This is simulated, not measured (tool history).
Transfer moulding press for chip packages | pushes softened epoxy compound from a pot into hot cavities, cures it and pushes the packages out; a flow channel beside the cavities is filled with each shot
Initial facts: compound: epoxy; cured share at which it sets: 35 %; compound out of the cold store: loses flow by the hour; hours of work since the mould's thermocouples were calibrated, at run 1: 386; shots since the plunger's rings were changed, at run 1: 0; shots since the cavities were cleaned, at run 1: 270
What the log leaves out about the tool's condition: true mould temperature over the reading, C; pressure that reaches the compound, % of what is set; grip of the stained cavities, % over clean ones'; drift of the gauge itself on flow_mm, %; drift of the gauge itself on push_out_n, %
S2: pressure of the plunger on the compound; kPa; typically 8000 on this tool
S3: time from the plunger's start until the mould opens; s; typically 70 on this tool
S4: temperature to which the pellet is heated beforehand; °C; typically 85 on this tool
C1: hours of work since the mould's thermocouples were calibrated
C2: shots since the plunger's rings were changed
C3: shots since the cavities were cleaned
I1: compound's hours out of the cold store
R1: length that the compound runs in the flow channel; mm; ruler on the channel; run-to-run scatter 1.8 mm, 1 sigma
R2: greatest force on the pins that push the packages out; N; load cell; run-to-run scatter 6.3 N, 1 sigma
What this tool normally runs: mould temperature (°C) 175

run 1 hour=0.0 | mould_temperature_(°C)=175 S2=8000 S3=70 S4=85 | C1=386 C2=0 C3=270 | I1=11.0 | R1=1054 R2=435
-- hour=12.8 cavities cleaned with cleaning compound and waxed
run 2 hour=31.5 | mould_temperature_(°C)=175 S2=8000 S3=70 S4=85 | C1=405 C2=427 C3=266 | I1=40.8 | R1=915 R2=407
-- hour=45.8 cavities cleaned with cleaning compound and waxed
run 3 hour=50.7 | mould_temperature_(°C)=175 S2=8000 S3=70 S4=85 | C1=416 C2=680 C3=70 | I1=11.0 | R1=1055 R2=322
run 4 hour=70.7 | mould_temperature_(°C)=170 S2=8000 S3=70 S4=85 | C1=428 C2=966 C3=356 | I1=32.2 | R1=967 R2=581
-- hour=77.5 cavities cleaned with cleaning compound and waxed
run 5 hour=100.6 | mould_temperature_(°C)=170 S2=8000 S3=70 S4=85 | C1=446 C2=1372 C3=330 | I1=10.7 | R1=1075 R2=630
-- hour=110.9 cavities cleaned with cleaning compound and waxed
run 6 hour=117.0 | mould_temperature_(°C)=175 S2=8000 S3=108 S4=85 | C1=456 C2=1584 C3=87 | I1=11.3 | R1=1046 R2=268
-- hour=142.3 cavities cleaned with cleaning compound and waxed
run 7 hour=152.1 | mould_temperature_(°C)=175 S2=8000 S3=108 S4=85 | C1=477 C2=2064 C3=140 | I1=41.2 | R1=910 R2=289
-- hour=169.8 mould's thermocouples calibrated
run 8 hour=170.9 | mould_temperature_(°C)=175 S2=8000 S3=108 S4=85 | C1=1 C2=2304 C3=380 | I1=23.6 | R1=985 R2=393
-- hour=177.2 cavities cleaned with cleaning compound and waxed
run 9 hour=204.1 | mould_temperature_(°C)=175 S2=8000 S3=108 S4=85 | C1=21 C2=2755 C3=383 | I1=15.7 | R1=1018 R2=385
-- hour=208.7 cavities cleaned with cleaning compound and waxed
run 10 hour=220.1 | mould_temperature_(°C)=173 S2=8000 S3=108 S4=85 | C1=30 C2=2962 C3=162 | I1=32.2 | R1=947 R2=310
-- hour=242.3 plunger's sealing rings changed
-- hour=243.8 cavities cleaned with cleaning compound and waxed
run 11 hour=243.8 | mould_temperature_(°C)=175 S2=7140 S3=70 S4=85 | C1=42 C2=0 C3=0 | I1=32.7 | R1=904 R2=255
-- hour=258.8 mould's thermocouples calibrated, once more
run 12 hour=265.3 | mould_temperature_(°C)=175 S2=7140 S3=70 S4=85 | C1=4 C2=279 C3=279 | I1=28.7 | R1=911 R2=412
-- hour=277.7 cavities cleaned with cleaning compound and waxed
run 13 hour=289.5 | mould_temperature_(°C)=175 S2=8000 S3=70 S4=85 | C1=18 C2=602 C3=167 | I1=43.8 | R1=904 R2=368
-- hour=309.9 cavities cleaned with cleaning compound and waxed
run 14 hour=309.9 | mould_temperature_(°C)=175 S2=9680 S3=70 S4=85 | C1=30 C2=871 C3=0 | I1=45.4 | R1=984 R2=239
run 15 hour=334.6 | mould_temperature_(°C)=179 S2=9270 S3=70 S4=85 | C1=46 C2=1224 C3=353 | I1=20.6 | R1=1056 R2=407
-- hour=342.6 cavities cleaned with cleaning compound and waxed
run 16 hour=362.0 | mould_temperature_(°C)=179 S2=8180 S3=94 S4=85 | C1=62 C2=1595 C3=277 | I1=8.2 | R1=1051 R2=346
-- hour=376.8 cavities cleaned with cleaning compound and waxed
run 17 hour=389.7 | mould_temperature_(°C)=180 S2=8620 S3=70 S4=94 | C1=79 C2=1968 C3=185 | I1=24.0 | R1=996 R2=335
-- hour=409.0 cavities cleaned with cleaning compound and waxed
run 18 hour=409.8 | mould_temperature_(°C)=175 S2=8000 S3=70 S4=87 | C1=91 C2=2233 C3=10 | I1=31.8 | R1=943 R2=270
run 19 hour=424.5 | mould_temperature_(°C)=175 S2=9950 S3=56 S4=85 | C1=100 C2=2444 C3=221 | I1=19.7 | R1=1110 R2=610
-- hour=440.9 cavities cleaned with cleaning compound and waxed
run 20 hour=443.1 | mould_temperature_(°C)=175 S2=9950 S3=70 S4=85 | C1=111 C2=2687 C3=31 | I1=10.3 | R1=1164 R2=309
run 21 hour=465.6 | mould_temperature_(°C)=168 S2=8000 S3=70 S4=87 | C1=125 C2=3009 C3=353 | I1=32.5 | R1=962 R2=657
-- hour=473.3 cavities cleaned with cleaning compound and waxed
-- hour=486.5 plunger's sealing rings changed
run 22 hour=488.7 | mould_temperature_(°C)=168 S2=6110 S3=70 S4=87 | C1=137 C2=32 C3=183 | I1=44.1 | R1=816 R2=552
-- hour=509.4 cavities cleaned with cleaning compound and waxed
run 23 hour=517.5 | mould_temperature_(°C)=168 S2=6110 S3=70 S4=87 | C1=154 C2=422 C3=115 | I1=45.4 | R1=810 R2=489
run 24 hour=532.2 | mould_temperature_(°C)=180 S2=8510 S3=52 S4=76 | C1=164 C2=632 C3=325 | I1=16.5 | R1=1036 R2=645
-- hour=542.0 cavities cleaned with cleaning compound and waxed
run 25 hour=563.3 | mould_temperature_(°C)=175 S2=9590 S3=70 S4=78 | C1=182 C2=1055 C3=305 | I1=25.7 | R1=1071 R2=474
-- hour=573.8 cavities cleaned with cleaning compound and waxed
run 26 hour=598.8 | mould_temperature_(°C)=168 S2=6340 S3=89 S4=88 | C1=204 C2=1540 C3=357 | I1=38.9 | R1=839 R2=446

Each row is a separate what-if for the run after 26, all from the same tool condition, not one after another. Results?
-- hour=605.6 cavities cleaned with cleaning compound and waxed
run A hour=614.4 | mould_temperature_(°C)=175 S2=7830 S3=52 S4=85 | C1=213 C2=1742 C3=127 | I1=13.2 | R1=? R2=?
-- hour=605.6 cavities cleaned with cleaning compound and waxed
run B hour=614.4 | mould_temperature_(°C)=178 S2=8270 S3=55 S4=85 | C1=213 C2=1742 C3=127 | I1=20.7 | R1=? R2=?
-- hour=605.6 cavities cleaned with cleaning compound and waxed
run C hour=614.4 | mould_temperature_(°C)=172 S2=6340 S3=89 S4=75 | C1=213 C2=1742 C3=127 | I1=23.1 | R1=? R2=?
-- hour=605.6 cavities cleaned with cleaning compound and waxed
run D hour=614.4 | mould_temperature_(°C)=173 S2=6340 S3=89 S4=81 | C1=213 C2=1742 C3=127 | I1=22.1 | R1=? R2=?
-- hour=605.6 cavities cleaned with cleaning compound and waxed
run E hour=614.4 | mould_temperature_(°C)=175 S2=8450 S3=68 S4=85 | C1=213 C2=1742 C3=127 | I1=24.7 | R1=? R2=?

run=A R1=1020 R2=710
run=B R1=1006 R2=479
run=C R1=890 R2=307
run=D R1=887 R2=309
run=E R1=1005 R2=375
Had the tool no hidden state, the same runs would have come out as:
run=A R1=1030 R2=493
run=B R1=1016 R2=331
run=C R1=898 R2=214
run=D R1=896 R2=219
run=E R1=1015 R2=263

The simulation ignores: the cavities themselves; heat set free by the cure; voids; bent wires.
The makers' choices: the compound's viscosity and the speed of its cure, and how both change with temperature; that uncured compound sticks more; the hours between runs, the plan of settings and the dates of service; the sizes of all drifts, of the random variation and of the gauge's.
